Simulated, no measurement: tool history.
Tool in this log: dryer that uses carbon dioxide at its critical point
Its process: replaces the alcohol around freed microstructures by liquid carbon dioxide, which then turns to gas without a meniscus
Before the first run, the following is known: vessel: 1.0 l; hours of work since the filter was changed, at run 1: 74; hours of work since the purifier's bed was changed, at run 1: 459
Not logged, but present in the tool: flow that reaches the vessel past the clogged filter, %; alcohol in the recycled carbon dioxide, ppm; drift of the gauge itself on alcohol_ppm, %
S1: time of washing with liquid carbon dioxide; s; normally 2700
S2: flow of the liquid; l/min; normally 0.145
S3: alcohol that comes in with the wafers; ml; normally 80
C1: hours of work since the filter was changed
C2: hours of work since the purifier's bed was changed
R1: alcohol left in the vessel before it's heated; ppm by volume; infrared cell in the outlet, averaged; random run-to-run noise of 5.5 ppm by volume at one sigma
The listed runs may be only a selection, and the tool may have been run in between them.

run 1 hour=0 | S1=2700 S2=0.145 S3=80 | C1=74 C2=459 | R1=238
run 2 hour=8 | S1=2700 S2=0.145 S3=80 | C1=80 C2=465 | R1=242
run 3 hour=19.2 | S1=2700 S2=0.145 S3=80 | C1=89 C2=473 | R1=240
run 4 hour=29.3 | S1=2700 S2=0.145 S3=80 | C1=97 C2=481 | R1=263
run 5 hour=45 | S1=2700 S2=0.145 S3=80 | C1=109 C2=493 | R1=264
run 6 hour=55.3 | S1=2700 S2=0.145 S3=34 | C1=117 C2=501 | R1=150
run 7 hour=69.5 | S1=2700 S2=0.145 S3=34 | C1=128 C2=512 | R1=157
run 8 hour=76.3 | S1=2700 S2=0.145 S3=34 | C1=133 C2=518 | R1=157
run 9 hour=83.4 | S1=2700 S2=0.145 S3=34 | C1=138 C2=523 | R1=151
run 10 hour=91.1 | S1=2700 S2=0.145 S3=34 | C1=144 C2=529 | R1=166
run 11 hour=106.3 | S1=2220 S2=0.145 S3=80 | C1=156 C2=541 | R1=701
run 12 hour=117 | S1=2700 S2=0.145 S3=80 | C1=164 C2=549 | R1=302
run 13 hour=132.7 | S1=2700 S2=0.164 S3=80 | C1=177 C2=561 | R1=167
run 14 hour=140 | S1=1620 S2=0.145 S3=80 | C1=182 C2=567 | R1=2456
run 15 hour=147 | S1=2280 S2=0.145 S3=80 | C1=188 C2=572 | R1=688
run 16 hour=162.6 | S1=2280 S2=0.145 S3=80 | C1=200 C2=585 | R1=691
run 17 hour=170.7 | S1=3540 S2=0.145 S3=80 | C1=206 C2=591 | R1=114
run 18 hour=181.4 | S1=3540 S2=0.145 S3=80 | C1=214 C2=599 | R1=124
run 19 hour=197.2 | S1=3540 S2=0.145 S3=80 | C1=227 C2=611 | R1=114
run 20 hour=206.4 | S1=3540 S2=0.145 S3=80 | C1=234 C2=619 | R1=129
run 21 hour=213.5 | S1=2700 S2=0.161 S3=80 | C1=239 C2=624 | R1=213
run 22 hour=228.4 | S1=2700 S2=0.145 S3=80 | C1=251 C2=636 | R1=365
run 23 hour=241 | S1=2700 S2=0.145 S3=80 | C1=261 C2=645 | R1=377
run 24 hour=254.8 | S1=2700 S2=0.145 S3=80 | C1=271 C2=656 | R1=380
run 25 hour=268.9 | S1=2700 S2=0.145 S3=80 | C1=282 C2=667 | R1=374
run 26 hour=283.9 | S1=2640 S2=0.118 S3=86 | C1=294 C2=679 | R1=1163
run 27 hour=291.6 | S1=2700 S2=0.145 S3=25 | C1=300 C2=684 | R1=188
run 28 hour=301.3 | S1=1740 S2=0.092 S3=42 | C1=307 C2=692 | R1=4843
run 29 hour=314.9 | S1=2340 S2=0.125 S3=80 | C1=318 C2=703 | R1=1473
run 30 hour=328.1 | S1=2340 S2=0.125 S3=80 | C1=328 C2=713 | R1=1506
run 31 hour=335.2 | S1=1860 S2=0.133 S3=85 | C1=334 C2=718 | R1=2943
run 32 hour=350.8 | S1=1800 S2=0.143 S3=38 | C1=346 C2=730 | R1=1179
run 33 hour=357.9 | S1=1800 S2=0.183 S3=66 | C1=351 C2=736 | R1=752
run 34 hour=364.5 | S1=2700 S2=0.145 S3=35 | C1=356 C2=741 | R1=251
run 35 hour=380.5 | S1=2040 S2=0.14 S3=87 | C1=369 C2=753 | R1=1901
run 36 hour=388.3 | S1=2040 S2=0.14 S3=87 | C1=375 C2=759 | R1=1904
run 37 hour=395.2 | S1=1800 S2=0.175 S3=93 | C1=380 C2=765 | R1=1297
run 38 hour=406 | S1=3240 S2=0.108 S3=47 | C1=388 C2=773 | R1=544
run 39 hour=419.1 | S1=3240 S2=0.108 S3=47 | C1=399 C2=783 | R1=544
run 40 hour=433.4 | S1=1920 S2=0.235 S3=32 | C1=410 C2=794 | R1=150
run 41 hour=441.3 | S1=3060 S2=0.235 S3=86 | C1=416 C2=800 | R1=102
run 42 hour=448.3 | S1=1800 S2=0.226 S3=107 | C1=421 C2=806 | R1=508
-- hour=458.5 inlet filter changed
run 43 hour=459.3 | S1=1800 S2=0.138 S3=23 | C1=1 C2=814 | R1=535
run 44 hour=475.2 | S1=4200 S2=0.201 S3=33 | C1=13 C2=826 | R1=103
run 45 hour=483.3 | S1=4200 S2=0.201 S3=33 | C1=19 C2=832 | R1=102
run 46 hour=490.2 | S1=2400 S2=0.093 S3=40 | C1=25 C2=838 | R1=1327
run 47 hour=497.5 | S1=2400 S2=0.093 S3=40 | C1=30 C2=843 | R1=1358
run 48 hour=509.7 | S1=1980 S2=0.158 S3=80 | C1=40 C2=853 | R1=647

Across each entry between runs, compare the hidden state at the last listed run before it with the hidden state at the first listed run after it:
From run 42 to run 43: inlet filter changed (hour 458.5)
  flow that reaches the vessel past the clogged filter, %: 82.7 -> 99.7; alcohol in the recycled carbon dioxide, ppm: 94.9 -> 95.8
  measured less the result without the state, R1: +377 -> +97 ppm by volume
